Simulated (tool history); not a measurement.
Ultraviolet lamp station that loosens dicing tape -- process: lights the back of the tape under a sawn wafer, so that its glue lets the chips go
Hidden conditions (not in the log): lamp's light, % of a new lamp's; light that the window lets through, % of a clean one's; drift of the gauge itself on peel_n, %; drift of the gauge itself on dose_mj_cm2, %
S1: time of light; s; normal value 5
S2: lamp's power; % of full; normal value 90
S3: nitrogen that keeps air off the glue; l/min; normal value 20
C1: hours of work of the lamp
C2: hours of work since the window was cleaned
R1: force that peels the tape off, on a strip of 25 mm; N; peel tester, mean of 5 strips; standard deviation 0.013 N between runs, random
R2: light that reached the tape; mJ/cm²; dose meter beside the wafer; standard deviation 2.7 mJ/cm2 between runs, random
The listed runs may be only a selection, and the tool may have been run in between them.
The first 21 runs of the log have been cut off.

run	hour	S1	S2	S3	C1	C2	R1	R2
22	938.9	5	90	20	1060	569	1.250	235
23	986.1	5	90	16	1083	591	1.336	236
# hour 1026.8: window cleaned of glue's vapour
24	1028.5	3	69	17	1103	1	3.012	95
25	1061.1	3	69	17	1118	16	3.026	96
26	1112.0	9	90	11	1143	41	0.828	373
27	1144.8	9	90	11	1158	56	0.848	371
28	1170.5	5	81	20	1171	69	1.716	182
# hour 1198.9: window cleaned of glue's vapour, once more
29	1217.9	5	81	20	1193	9	1.219	238
30	1260.9	4	90	34	1214	30	1.162	208
31	1292.9	7	65	9	1229	45	1.519	260
32	1320.7	4	65	9	1242	58	2.593	149
33	1362.0	5	97	12	1262	78	1.258	277
34	1399.5	8	98	21	1280	96	0.450	438
35	1428.3	8	98	21	1294	110	0.461	435
36	1487.7	3	90	8	1322	138	2.678	148
37	1528.9	10	90	20	1342	158	0.390	486
# hour 1569.5: lamp changed
38	1586.3	10	90	20	8	185	0.267	710
39	1611.0	10	90	20	20	196	0.269	704
40	1655.6	10	90	20	41	218	0.272	689
41	1708.4	10	90	20	66	243	0.274	684
42	1745.0	3	67	8	84	261	2.705	152
43	1789.5	4	66	8	105	282	2.156	196

Each row is a separate what-if for the run after 43, all from the same tool condition, not one after another. Results?
A	1829.1	4	66	39	124	301	?	?
B	1829.1	2	84	8	124	301	?	?
C	1829.1	4	81	8	124	301	?	?
D	1829.1	3	68	35	124	301	?	?

run	R1	R2
A	1.297	198
B	3.028	126
C	1.760	236
D	1.780	149
Without the tool's unlogged condition, the same runs would have read:
run	R1	R2
A	1.101	222
B	2.808	141
C	1.537	266
D	1.557	168
